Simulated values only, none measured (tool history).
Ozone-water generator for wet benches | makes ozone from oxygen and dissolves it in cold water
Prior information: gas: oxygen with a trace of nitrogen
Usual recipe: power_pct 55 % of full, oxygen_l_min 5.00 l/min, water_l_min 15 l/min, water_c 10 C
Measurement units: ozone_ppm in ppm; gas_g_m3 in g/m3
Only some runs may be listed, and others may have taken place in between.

run,hour,power_pct,oxygen_l_min,water_l_min,water_c,ozone_ppm,gas_g_m3
1,0.0,55,5.00,15,10,18.6,125.6
2,89.1,55,5.00,15,10,18.5,126.6
3,165.2,55,5.00,15,10,18.6,123.9
4,216.6,55,5.00,15,10,18.8,125.3
5,281.9,55,5.00,16,10,17.9,125.3
6,379.0,55,3.11,15,10,17.2,156.4
7,455.7,55,5.00,15,10,18.6,126.1
8,520.6,55,5.00,18,10,16.1,124.9
9,565.2,55,5.00,18,10,15.9,125.9
10,635.3,55,3.62,15,10,17.7,145.2
11,713.6,56,3.94,10,10,25.0,140.6
12,787.2,56,2.82,10,16,22.4,165.6
# hour 792.2: water thermometer calibrated
13,838.5,98,5.00,15,10,27.0,183.0
14,879.0,98,3.19,14,10,27.0,225.7
15,960.0,55,4.83,15,5,19.6,126.0
16,1028.1,55,4.83,15,5,19.6,124.9
# hour 1032.9: water thermometer calibrated, once more
17,1076.8,55,4.83,15,5,19.8,126.5
18,1131.8,62,5.00,12,13,22.2,135.3

5 options for the next run, each taken on its own from the tool as it stands now. Forecast them:
A,1188.0,62,6.77,18,13,?,?
B,1188.0,62,7.27,19,9,?,?
C,1188.0,57,5.00,12,13,?,?
D,1188.0,79,5.00,15,10,?,?
E,1188.0,48,6.25,15,10,?,?

run,ozone_ppm,gas_g_m3
A,16.9,116.6
B,17.2,113.8
C,21.3,127.6
D,23.5,157.8
E,17.3,101.9
Without the tool's unlogged condition, the same runs would have read:
run,ozone_ppm,gas_g_m3
A,19.0,121.4
B,19.3,118.4
C,23.4,132.6
D,26.3,165.4
E,19.1,105.3

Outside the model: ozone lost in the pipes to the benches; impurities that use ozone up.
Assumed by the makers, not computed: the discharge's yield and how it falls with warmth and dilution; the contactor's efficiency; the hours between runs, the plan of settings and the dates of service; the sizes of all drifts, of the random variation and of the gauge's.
